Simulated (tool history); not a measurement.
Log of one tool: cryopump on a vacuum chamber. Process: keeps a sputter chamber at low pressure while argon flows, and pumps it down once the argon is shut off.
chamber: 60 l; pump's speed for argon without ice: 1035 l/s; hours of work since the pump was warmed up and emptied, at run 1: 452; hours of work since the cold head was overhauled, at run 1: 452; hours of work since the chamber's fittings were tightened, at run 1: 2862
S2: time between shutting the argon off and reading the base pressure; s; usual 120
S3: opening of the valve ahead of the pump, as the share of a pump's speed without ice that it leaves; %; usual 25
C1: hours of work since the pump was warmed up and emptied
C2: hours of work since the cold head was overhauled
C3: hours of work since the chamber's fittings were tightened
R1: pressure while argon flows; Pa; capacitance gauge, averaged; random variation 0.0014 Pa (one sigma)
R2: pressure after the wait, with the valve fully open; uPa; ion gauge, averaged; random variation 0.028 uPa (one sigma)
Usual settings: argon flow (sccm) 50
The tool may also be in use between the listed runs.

run 1 hour=0.0 | argon_flow_(sccm)=50 S2=120 S3=25 | C1=452 C2=452 C3=2862 | R1=0.3366 R2=3.99
run 2 hour=9.1 | argon_flow_(sccm)=50 S2=120 S3=25 | C1=460 C2=460 C3=2869 | R1=0.3356 R2=3.95
run 3 hour=25.6 | argon_flow_(sccm)=50 S2=120 S3=25 | C1=474 C2=474 C3=2883 | R1=0.3353 R2=4.00
run 4 hour=40.7 | argon_flow_(sccm)=50 S2=120 S3=25 | C1=486 C2=486 C3=2896 | R1=0.3365 R2=4.11
run 5 hour=53.7 | argon_flow_(sccm)=50 S2=108 S3=25 | C1=497 C2=497 C3=2907 | R1=0.3354 R2=4.15
run 6 hour=62.2 | argon_flow_(sccm)=50 S2=108 S3=25 | C1=504 C2=504 C3=2914 | R1=0.3373 R2=4.21
run 7 hour=81.2 | argon_flow_(sccm)=50 S2=199 S3=25 | C1=520 C2=520 C3=2929 | R1=0.3354 R2=3.74
run 8 hour=90.7 | argon_flow_(sccm)=50 S2=120 S3=31 | C1=528 C2=528 C3=2937 | R1=0.2746 R2=4.10
run 9 hour=100.6 | argon_flow_(sccm)=50 S2=120 S3=31 | C1=536 C2=536 C3=2945 | R1=0.2729 R2=4.18
run 10 hour=111.9 | argon_flow_(sccm)=50 S2=120 S3=31 | C1=545 C2=545 C3=2955 | R1=0.2734 R2=4.17
run 11 hour=121.3 | argon_flow_(sccm)=79 S2=246 S3=19 | C1=553 C2=553 C3=2963 | R1=0.6953 R2=3.59
run 12 hour=132.1 | argon_flow_(sccm)=88 S2=246 S3=48 | C1=562 C2=562 C3=2972 | R1=0.3187 R2=3.68
run 13 hour=143.3 | argon_flow_(sccm)=75 S2=120 S3=25 | C1=571 C2=571 C3=2981 | R1=0.5071 R2=4.34

Hidden state or all else? Some run-to-run changes of R1, split into what the settings, what came in and random variation would give without the hidden state, and what is left for the hidden state (with any gauge scatter that isn't in both results):
The hidden state here: pump's speed, % of a pump's without ice; cold plate's temperature, K; leak into the chamber, uPa l/s; drift of the gauge itself on working_pa, %; drift of the gauge itself on base_upa, %.
Run 10 -> 11: argon flow (sccm) 50 -> 79, S2 120 -> 246, S3 31 -> 19. R1 +0.4219 Pa: hidden state +0.0064, all else +0.4155.

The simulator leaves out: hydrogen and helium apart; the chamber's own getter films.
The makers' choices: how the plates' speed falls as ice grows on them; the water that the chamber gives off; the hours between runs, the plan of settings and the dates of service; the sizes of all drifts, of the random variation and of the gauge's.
